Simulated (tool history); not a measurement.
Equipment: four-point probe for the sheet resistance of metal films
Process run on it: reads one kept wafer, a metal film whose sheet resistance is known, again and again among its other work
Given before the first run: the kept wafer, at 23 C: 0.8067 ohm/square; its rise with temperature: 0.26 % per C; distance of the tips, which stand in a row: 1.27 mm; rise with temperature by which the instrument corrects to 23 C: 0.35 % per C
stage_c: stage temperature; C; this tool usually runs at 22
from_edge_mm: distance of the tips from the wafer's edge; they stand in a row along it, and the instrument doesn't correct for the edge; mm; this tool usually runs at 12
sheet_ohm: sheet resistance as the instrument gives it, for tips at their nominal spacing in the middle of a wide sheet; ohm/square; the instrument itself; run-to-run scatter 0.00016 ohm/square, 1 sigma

{"run": 1, "hour": 0.0, "stage_c": 22, "from_edge_mm": 12, "sheet_ohm": 0.812185}
{"run": 2, "hour": 14.1, "stage_c": 22, "from_edge_mm": 3, "sheet_ohm": 0.877612}
{"run": 3, "hour": 23.3, "stage_c": 22, "from_edge_mm": 12, "sheet_ohm": 0.812172}
{"run": 4, "hour": 39.8, "stage_c": 26, "from_edge_mm": 12, "sheet_ohm": 0.809781}
{"run": 5, "hour": 52.5, "stage_c": 22, "from_edge_mm": 12, "sheet_ohm": 0.81243}
{"run": 6, "hour": 61.7, "stage_c": 22, "from_edge_mm": 12, "sheet_ohm": 0.812245}
{"run": 7, "hour": 75.0, "stage_c": 22, "from_edge_mm": 12, "sheet_ohm": 0.812491}
{"run": 8, "hour": 87.6, "stage_c": 22, "from_edge_mm": 12, "sheet_ohm": 0.812877}
{"run": 9, "hour": 103.2, "stage_c": 28, "from_edge_mm": 12, "sheet_ohm": 0.808183}
{"run": 10, "hour": 115.5, "stage_c": 28, "from_edge_mm": 12, "sheet_ohm": 0.808202}
{"run": 11, "hour": 122.8, "stage_c": 22, "from_edge_mm": 12, "sheet_ohm": 0.812497}
{"run": 12, "hour": 136.0, "stage_c": 22, "from_edge_mm": 12, "sheet_ohm": 0.812703}
{"run": 13, "hour": 146.8, "stage_c": 22, "from_edge_mm": 12, "sheet_ohm": 0.812576}
{"run": 14, "hour": 160.4, "stage_c": 30, "from_edge_mm": 12, "sheet_ohm": 0.807557}
{"run": 15, "hour": 170.2, "stage_c": 30, "from_edge_mm": 12, "sheet_ohm": 0.80691}
{"run": 16, "hour": 182.0, "stage_c": 22, "from_edge_mm": 12, "sheet_ohm": 0.812823}
{"run": 17, "hour": 190.8, "stage_c": 22, "from_edge_mm": 12, "sheet_ohm": 0.812827}
{"run": 18, "hour": 199.5, "stage_c": 19, "from_edge_mm": 12, "sheet_ohm": 0.814834}
{"run": 19, "hour": 215.4, "stage_c": 19, "from_edge_mm": 12, "sheet_ohm": 0.815225}
{"run": 20, "hour": 228.1, "stage_c": 19, "from_edge_mm": 12, "sheet_ohm": 0.815161}
{"run": 21, "hour": 235.4, "stage_c": 19, "from_edge_mm": 12, "sheet_ohm": 0.814917}
{"run": 22, "hour": 247.9, "stage_c": 26, "from_edge_mm": 12, "sheet_ohm": 0.810364}
{"run": 23, "hour": 260.8, "stage_c": 22, "from_edge_mm": 12, "sheet_ohm": 0.812657}
{"run": 24, "hour": 274.6, "stage_c": 27, "from_edge_mm": 3, "sheet_ohm": 0.874879}
{"run": 25, "hour": 286.5, "stage_c": 27, "from_edge_mm": 3, "sheet_ohm": 0.874931}
{"run": 26, "hour": 296.4, "stage_c": 33, "from_edge_mm": 11, "sheet_ohm": 0.80626}
{"run": 27, "hour": 311.4, "stage_c": 23, "from_edge_mm": 4, "sheet_ohm": 0.848974}
{"run": 28, "hour": 325.7, "stage_c": 23, "from_edge_mm": 4, "sheet_ohm": 0.849147}
{"run": 29, "hour": 332.9, "stage_c": 34, "from_edge_mm": 57, "sheet_ohm": 0.800483}
{"run": 30, "hour": 339.8, "stage_c": 25, "from_edge_mm": 4, "sheet_ohm": 0.847535}
{"run": 31, "hour": 355.3, "stage_c": 21, "from_edge_mm": 35, "sheet_ohm": 0.810052}
{"run": 32, "hour": 369.2, "stage_c": 28, "from_edge_mm": 71, "sheet_ohm": 0.804395}
{"run": 33, "hour": 376.1, "stage_c": 22, "from_edge_mm": 4, "sheet_ohm": 0.850131}
{"run": 34, "hour": 390.7, "stage_c": 22, "from_edge_mm": 4, "sheet_ohm": 0.850036}
{"run": 35, "hour": 404.0, "stage_c": 26, "from_edge_mm": 56, "sheet_ohm": 0.80603}
{"run": 36, "hour": 417.5, "stage_c": 24, "from_edge_mm": 3, "sheet_ohm": 0.877645}
{"run": 37, "hour": 426.9, "stage_c": 24, "from_edge_mm": 29, "sheet_ohm": 0.808112}
{"run": 38, "hour": 435.7, "stage_c": 24, "from_edge_mm": 29, "sheet_ohm": 0.808129}
{"run": 39, "hour": 443.2, "stage_c": 20, "from_edge_mm": 23, "sheet_ohm": 0.811621}

Predict the results of run 40:
{"run": 40, "hour": 453.3, "stage_c": 32, "from_edge_mm": 27, "sheet_ohm": "?"}

{"run 40": {"sheet_ohm": 0.80293}}
If the tool had no hidden condition, the same run with the same run-to-run variation would have returned sheet_ohm 0.801571 ohm/square.
